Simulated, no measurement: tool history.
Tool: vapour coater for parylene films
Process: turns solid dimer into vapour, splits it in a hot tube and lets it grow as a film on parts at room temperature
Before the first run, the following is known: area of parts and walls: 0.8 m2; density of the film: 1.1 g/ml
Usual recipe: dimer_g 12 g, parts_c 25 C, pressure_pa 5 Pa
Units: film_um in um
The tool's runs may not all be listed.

{"run": 1, "hour": 0.0, "dimer_g": 12, "parts_c": 25, "pressure_pa": 5, "film_um": 9.65}
{"run": 2, "hour": 19.1, "dimer_g": 12, "parts_c": 25, "pressure_pa": 5, "film_um": 9.67}
{"run": 3, "hour": 27.1, "dimer_g": 12, "parts_c": 25, "pressure_pa": 5, "film_um": 9.79}
{"run": 4, "hour": 45.5, "dimer_g": 12, "parts_c": 25, "pressure_pa": 5, "film_um": 9.57}
{"run": 5, "hour": 61.5, "dimer_g": 12, "parts_c": 25, "pressure_pa": 5, "film_um": 9.71}
{"run": 6, "hour": 76.1, "dimer_g": 12, "parts_c": 25, "pressure_pa": 5, "film_um": 9.77}
{"run": 7, "hour": 95.1, "dimer_g": 12, "parts_c": 26, "pressure_pa": 10.35, "film_um": 8.18}
{"run": 8, "hour": 107.9, "dimer_g": 12, "parts_c": 26, "pressure_pa": 10.35, "film_um": 8.09}
{"run": 9, "hour": 117.5, "dimer_g": 7, "parts_c": 25, "pressure_pa": 5, "film_um": 5.64}
{"run": 10, "hour": 133.0, "dimer_g": 12, "parts_c": 20, "pressure_pa": 2.85, "film_um": 13.3}
{"run": 11, "hour": 143.6, "dimer_g": 12, "parts_c": 20, "pressure_pa": 2.85, "film_um": 13.32}
{"run": 12, "hour": 159.5, "dimer_g": 15, "parts_c": 23, "pressure_pa": 2.85, "film_um": 14.61}

Each row is a separate what-if for the run after 12, all from the same tool condition, not one after another. Results?
{"run": "A", "hour": 170.0, "dimer_g": 7, "parts_c": 26, "pressure_pa": 2.34, "film_um": "?"}
{"run": "B", "hour": 170.0, "dimer_g": 21, "parts_c": 31, "pressure_pa": 9.7, "film_um": "?"}
{"run": "C", "hour": 170.0, "dimer_g": 9, "parts_c": 17, "pressure_pa": 5, "film_um": "?"}

run=A film_um=6.09
run=B film_um=11.08
run=C film_um=9.97
Without the tool's hidden state the same runs would have given:
run=A film_um=6.1
run=B film_um=11.1
run=C film_um=9.97
